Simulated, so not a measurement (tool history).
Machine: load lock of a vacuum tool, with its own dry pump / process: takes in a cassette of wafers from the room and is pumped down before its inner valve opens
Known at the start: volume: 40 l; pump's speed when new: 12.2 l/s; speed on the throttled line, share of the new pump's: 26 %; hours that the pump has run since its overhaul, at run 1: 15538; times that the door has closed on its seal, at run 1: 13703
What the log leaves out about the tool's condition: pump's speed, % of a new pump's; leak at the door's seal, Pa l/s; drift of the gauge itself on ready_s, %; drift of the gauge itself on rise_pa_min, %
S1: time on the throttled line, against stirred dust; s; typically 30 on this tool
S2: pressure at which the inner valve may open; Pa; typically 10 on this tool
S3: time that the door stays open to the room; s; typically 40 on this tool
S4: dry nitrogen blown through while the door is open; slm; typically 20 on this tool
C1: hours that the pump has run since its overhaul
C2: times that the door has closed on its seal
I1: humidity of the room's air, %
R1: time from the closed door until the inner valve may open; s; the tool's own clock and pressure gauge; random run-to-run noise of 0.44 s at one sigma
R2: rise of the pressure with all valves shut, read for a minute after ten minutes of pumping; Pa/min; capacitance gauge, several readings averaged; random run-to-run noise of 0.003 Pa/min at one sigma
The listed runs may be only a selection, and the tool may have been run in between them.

run 1 hour=0 | S1=30 S2=10 S3=40 S4=20 | C1=15538 C2=13703 | I1=46.1 | R1=61.1 R2=0.086
run 2 hour=377.3 | S1=30 S2=10 S3=35 S4=20 | C1=15915 C2=14687 | I1=45.8 | R1=61 R2=0.092
run 3 hour=601.1 | S1=30 S2=10 S3=61 S4=20 | C1=16139 C2=15270 | I1=46.3 | R1=62 R2=0.096
-- hour=901.4 dry pump taken out, an overhauled one fitted
run 4 hour=940.5 | S1=30 S2=10 S3=61 S4=20 | C1=39 C2=16140 | I1=48 | R1=52.5 R2=0.1
run 5 hour=1230 | S1=30 S2=10 S3=61 S4=20 | C1=329 C2=16895 | I1=47.3 | R1=52.7 R2=0.101
run 6 hour=1512 | S1=30 S2=10 S3=61 S4=20 | C1=611 C2=17631 | I1=46.6 | R1=52.7 R2=0.106
run 7 hour=1819.6 | S1=30 S2=10 S3=61 S4=20 | C1=918 C2=18433 | I1=43.2 | R1=53.4 R2=0.12
run 8 hour=2166.6 | S1=30 S2=10 S3=61 S4=20 | C1=1265 C2=19338 | I1=46.6 | R1=53.7 R2=0.123
run 9 hour=2378.9 | S1=30 S2=10 S3=61 S4=20 | C1=1477 C2=19892 | I1=44.2 | R1=52.6 R2=0.128
run 10 hour=2748.2 | S1=30 S2=10 S3=61 S4=20 | C1=1847 C2=20855 | I1=41.9 | R1=53.5 R2=0.131
run 11 hour=3064.8 | S1=30 S2=10 S3=61 S4=20 | C1=2163 C2=21681 | I1=45.9 | R1=53 R2=0.148
run 12 hour=3438.5 | S1=30 S2=10 S3=40 S4=20 | C1=2537 C2=22656 | I1=47.1 | R1=53.2 R2=0.152
run 13 hour=3754.7 | S1=30 S2=10 S3=40 S4=20 | C1=2853 C2=23481 | I1=45.6 | R1=53.3 R2=0.158
run 14 hour=4137.1 | S1=30 S2=10 S3=40 S4=20 | C1=3236 C2=24478 | I1=45.8 | R1=53.4 R2=0.169
run 15 hour=4511.3 | S1=30 S2=10 S3=40 S4=20 | C1=3610 C2=25454 | I1=42.4 | R1=54 R2=0.18
run 16 hour=4813.6 | S1=30 S2=10 S3=40 S4=20 | C1=3912 C2=26242 | I1=45.3 | R1=54.2 R2=0.187
run 17 hour=4979.8 | S1=30 S2=10 S3=80 S4=20 | C1=4078 C2=26676 | I1=45.3 | R1=54.1 R2=0.2
run 18 hour=5171.6 | S1=30 S2=10 S3=30 S4=20 | C1=4270 C2=27176 | I1=44.5 | R1=54.2 R2=0.201
run 19 hour=5544.9 | S1=30 S2=10 S3=30 S4=20 | C1=4643 C2=28150 | I1=47.4 | R1=54.9 R2=0.208
run 20 hour=5778.1 | S1=30 S2=10 S3=41 S4=8 | C1=4877 C2=28758 | I1=47 | R1=55.3 R2=0.231
run 21 hour=6012.9 | S1=30 S2=10 S3=41 S4=8 | C1=5111 C2=29371 | I1=45.1 | R1=54.7 R2=0.239
run 22 hour=6233.8 | S1=30 S2=10 S3=40 S4=4 | C1=5332 C2=29947 | I1=45.8 | R1=54.8 R2=0.242
run 23 hour=6434.6 | S1=30 S2=10 S3=40 S4=4 | C1=5533 C2=30471 | I1=46.4 | R1=55.3 R2=0.259
run 24 hour=6784 | S1=30 S2=10 S3=117 S4=4 | C1=5883 C2=31382 | I1=46.5 | R1=54.9 R2=0.298
run 25 hour=7063.5 | S1=41 S2=9 S3=33 S4=32 | C1=6162 C2=32111 | I1=46.7 | R1=63.4 R2=0.245
run 26 hour=7418 | S1=15 S2=12 S3=28 S4=7 | C1=6517 C2=33036 | I1=42.7 | R1=43.5 R2=0.275
-- hour=7636 door's seal changed, seat wiped
run 27 hour=7636 | S1=32 S2=10 S3=40 S4=5 | C1=6733 C2=0 | I1=44.6 | R1=57.3 R2=0.03
run 28 hour=7952.2 | S1=49 S2=13 S3=40 S4=20 | C1=7049 C2=825 | I1=43.4 | R1=67.7 R2=0.018
run 29 hour=8263.3 | S1=49 S2=16 S3=40 S4=20 | C1=7360 C2=1637 | I1=47.7 | R1=67.3 R2=0.016
run 30 hour=8641 | S1=30 S2=10 S3=74 S4=30 | C1=7738 C2=2622 | I1=43.9 | R1=55.6 R2=0.024
run 31 hour=9025 | S1=30 S2=10 S3=69 S4=20 | C1=8122 C2=3623 | I1=46.1 | R1=56.3 R2=0.032
run 32 hour=9246 | S1=26 S2=12 S3=69 S4=19 | C1=8343 C2=4200 | I1=47.7 | R1=52.2 R2=0.037
run 33 hour=9449.6 | S1=26 S2=12 S3=69 S4=19 | C1=8547 C2=4731 | I1=49.6 | R1=52.9 R2=0.04
run 34 hour=9840.5 | S1=30 S2=8 S3=82 S4=20 | C1=8938 C2=5750 | I1=41.8 | R1=57.4 R2=0.043
run 35 hour=10012.1 | S1=30 S2=8 S3=82 S4=20 | C1=9109 C2=6198 | I1=44.8 | R1=57.7 R2=0.046
run 36 hour=10259.2 | S1=39 S2=10 S3=35 S4=10 | C1=9356 C2=6842 | I1=46.6 | R1=63.3 R2=0.046
run 37 hour=10429.7 | S1=39 S2=10 S3=35 S4=10 | C1=9527 C2=7287 | I1=46.5 | R1=63.1 R2=0.051
run 38 hour=10601.8 | S1=21 S2=10 S3=239 S4=35 | C1=9699 C2=7736 | I1=45.9 | R1=50.7 R2=0.055

Pick out some run-to-run changes in R1. Of each, how much would a tool without hidden state show as well, from the settings, what came in and chance, and how much is left for the hidden state and any gauge scatter not in both results compared?
Run 3 -> 4: dry pump taken out, an overhauled one fitted. R1 -9.5 s: hidden state -8.8, all else -0.7.
Run 25 -> 26: S1 41 -> 15, S2 9 -> 12, S3 33 -> 28, S4 32 -> 7. R1 -19.9 s: hidden state +0.8, all else -20.7.
Run 26 -> 27: S1 15 -> 32, S2 12 -> 10, S3 28 -> 40, S4 7 -> 5, door's seal changed, seat wiped. R1 +13.8 s: hidden state -0.4, all else +14.2.
Run 29 -> 30: S1 49 -> 30, S2 16 -> 10, S3 40 -> 74, S4 20 -> 30. R1 -11.7 s: hidden state +1, all else -12.7.
Run 37 -> 38: S1 39 -> 21, S3 35 -> 239, S4 10 -> 35. R1 -12.4 s: hidden state +1, all else -13.4.
